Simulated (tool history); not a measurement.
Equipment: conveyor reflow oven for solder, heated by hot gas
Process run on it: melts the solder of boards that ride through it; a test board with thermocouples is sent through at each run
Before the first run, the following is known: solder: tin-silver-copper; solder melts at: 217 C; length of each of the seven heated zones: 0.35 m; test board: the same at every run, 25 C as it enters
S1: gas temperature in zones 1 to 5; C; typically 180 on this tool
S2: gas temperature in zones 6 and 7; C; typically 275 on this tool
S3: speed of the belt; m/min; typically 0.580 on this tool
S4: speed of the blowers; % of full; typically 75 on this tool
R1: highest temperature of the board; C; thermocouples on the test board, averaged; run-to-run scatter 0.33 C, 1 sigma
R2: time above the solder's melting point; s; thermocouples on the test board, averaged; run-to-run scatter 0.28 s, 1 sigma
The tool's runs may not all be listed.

Run 1, hour 0.0: usual settings. Result: R1 256.9 C, R2 58.4 s.
Run 2, hour 68.6: usual settings but S1 175 C. Result: R1 255.7 C, R2 56.5 s.
Run 3, hour 147.5: usual settings but S1 175 C. Result: R1 254.8 C, R2 56.0 s.
Run 4, hour 225.0: usual settings. Result: R1 255.9 C, R2 58.3 s.
Run 5, hour 265.7: usual settings. Result: R1 254.7 C, R2 58.3 s.
Run 6, hour 299.1: usual settings but S4 73 % of full. Result: R1 255.2 C, R2 57.2 s.
Run 7, hour 359.0: usual settings but S4 73 % of full. Result: R1 254.5 C, R2 57.4 s.
At hour 389.1: flux residue cleaned out of gas plates and filters.
Run 8, hour 416.3: usual settings. Result: R1 258.8 C, R2 60.4 s.
Run 9, hour 465.4: usual settings. Result: R1 258.6 C, R2 60.5 s.
Run 10, hour 498.2: usual settings. Result: R1 258.4 C, R2 60.3 s.
Run 11, hour 567.0: usual settings. Result: R1 258.4 C, R2 59.8 s.
Run 12, hour 630.3: usual settings. Result: R1 258.1 C, R2 59.7 s.
Run 13, hour 687.9: usual settings. Result: R1 257.1 C, R2 60.1 s.
At hour 754.1: thermocouples of zones 6 and 7 changed.
Run 14, hour 754.1: usual settings. Result: R1 255.1 C, R2 58.0 s.
Run 15, hour 830.1: usual settings. Result: R1 254.4 C, R2 57.6 s.
At hour 851.6: belt drive overhauled, speed set with a stopwatch.
At hour 888.8: flux residue cleaned out of gas plates and filters.
Run 16, hour 893.7: usual settings. Result: R1 256.2 C, R2 58.4 s.
Run 17, hour 944.1: usual settings but S4 79 % of full. Result: R1 257.8 C, R2 58.9 s.
Run 18, hour 979.5: usual settings but S1 190 C, S3 0.679 m/min, S4 59 % of full. Result: R1 248.1 C, R2 46.8 s.
Run 19, hour 1011.6: usual settings but S2 267 C, S3 0.661 m/min. Result: R1 244.6 C, R2 42.5 s.
Run 20, hour 1079.0: usual settings but S1 182 C, S2 286 C, S3 0.553 m/min, S4 61 % of full. Result: R1 264.2 C, R2 66.7 s.
Run 21, hour 1117.1: usual settings but S2 289 C, S3 0.583 m/min. Result: R1 266.7 C, R2 64.3 s.
Run 22, hour 1163.4: usual settings but S2 289 C, S3 0.583 m/min. Result: R1 267.1 C, R2 64.3 s.
Run 23, hour 1201.6: usual settings but S2 265 C, S3 0.463 m/min. Result: R1 253.9 C, R2 72.8 s.
Run 24, hour 1242.1: usual settings but S1 177 C, S3 0.519 m/min, S4 81 % of full. Result: R1 259.9 C, R2 67.0 s.
Run 25, hour 1278.4: usual settings but S1 175 C, S3 0.527 m/min. Result: R1 257.1 C, R2 63.1 s.
Run 26, hour 1335.5: usual settings but S1 175 C, S3 0.527 m/min. Result: R1 257.0 C, R2 63.6 s.
At hour 1380.7: flux residue cleaned out of gas plates and filters.
Run 27, hour 1402.5: usual settings but S1 173 C, S3 0.505 m/min, S4 83 % of full. Result: R1 263.0 C, R2 70.5 s.
Run 28, hour 1480.1: usual settings but S1 173 C, S3 0.505 m/min, S4 83 % of full. Result: R1 262.4 C, R2 70.3 s.
Run 29, hour 1526.4: usual settings but S1 173 C, S3 0.582 m/min, S4 56 % of full. Result: R1 250.7 C, R2 51.4 s.

Alternative continuations, all from the tool just after run 29; predict every row:
Run A, hour 1583.9: usual settings but S2 273 C, S3 0.507 m/min, S4 86 % of full. Result: R1 ?, R2 ?.
Run B, hour 1583.9: usual settings but S2 272 C, S3 0.581 m/min. Result: R1 ?, R2 ?.
Run C, hour 1583.9: usual settings but S1 166 C, S3 0.495 m/min. Result: R1 ?, R2 ?.

run     R1    R2
  A  261.3  72.1
  B  254.5  57.6
  C  260.5  67.4
With the hidden condition removed and each run's random variation left untouched, the same runs would have given:
run     R1    R2
  A  260.5  70.7
  B  253.9  56.5
  C  259.8  66.1
